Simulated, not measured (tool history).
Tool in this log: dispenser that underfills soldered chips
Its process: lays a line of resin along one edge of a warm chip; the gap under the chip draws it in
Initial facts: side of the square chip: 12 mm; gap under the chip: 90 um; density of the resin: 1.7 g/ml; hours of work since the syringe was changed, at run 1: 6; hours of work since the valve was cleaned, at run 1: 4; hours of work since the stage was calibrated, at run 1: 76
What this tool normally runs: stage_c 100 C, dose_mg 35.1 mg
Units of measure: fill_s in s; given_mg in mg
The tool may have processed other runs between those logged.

run	hour	stage_c	dose_mg	hours of work since the syringe was changed	hours of work since the valve was cleaned	hours of work since the stage was calibrated	fill_s	given_mg
1	0	100	35.1	6	4	76	65.2	35.24
# hour 0.5: new syringe of resin
2	3.4	103	35.1	2	7	79	42.2	35.04
3	6.5	103	35.1	4	9	81	50.4	34.62
# hour 9.1: new syringe of resin
4	9.3	103	35.1	0	11	83	35.8	34.9
5	11.3	103	35.1	2	12	84	40	34.64
6	14.6	100	35.1	4	14	87	55.2	35.11
7	17.1	100	35.1	6	16	88	65	34.71
# hour 17.8: new syringe of resin
8	19.3	100	35.1	1	18	90	41.6	34.79
9	21.4	100	36	3	19	91	48.7	35.69
10	23.9	100	31.3	4	21	93	57.8	31.02
11	25.8	107	39.9	6	22	95	46.1	39.3

Branching from run 11: 3 alternative next runs. What would each branch give?
# hour 26.4: new syringe of resin
A	28.6	94	42.6	2	24	96	?	?
# hour 26.4: new syringe of resin
B	28.6	114	30.6	2	24	96	?	?
# hour 26.4: new syringe of resin
C	28.6	92	44.3	2	24	96	?	?

run	fill_s	given_mg
A	59.4	42.11
B	24.9	30.13
C	66.2	43.56
Without the tool's unlogged condition, the same runs would have read:
run	fill_s	given_mg
A	52.1	42.77
B	21.8	30.6
C	58.1	44.24

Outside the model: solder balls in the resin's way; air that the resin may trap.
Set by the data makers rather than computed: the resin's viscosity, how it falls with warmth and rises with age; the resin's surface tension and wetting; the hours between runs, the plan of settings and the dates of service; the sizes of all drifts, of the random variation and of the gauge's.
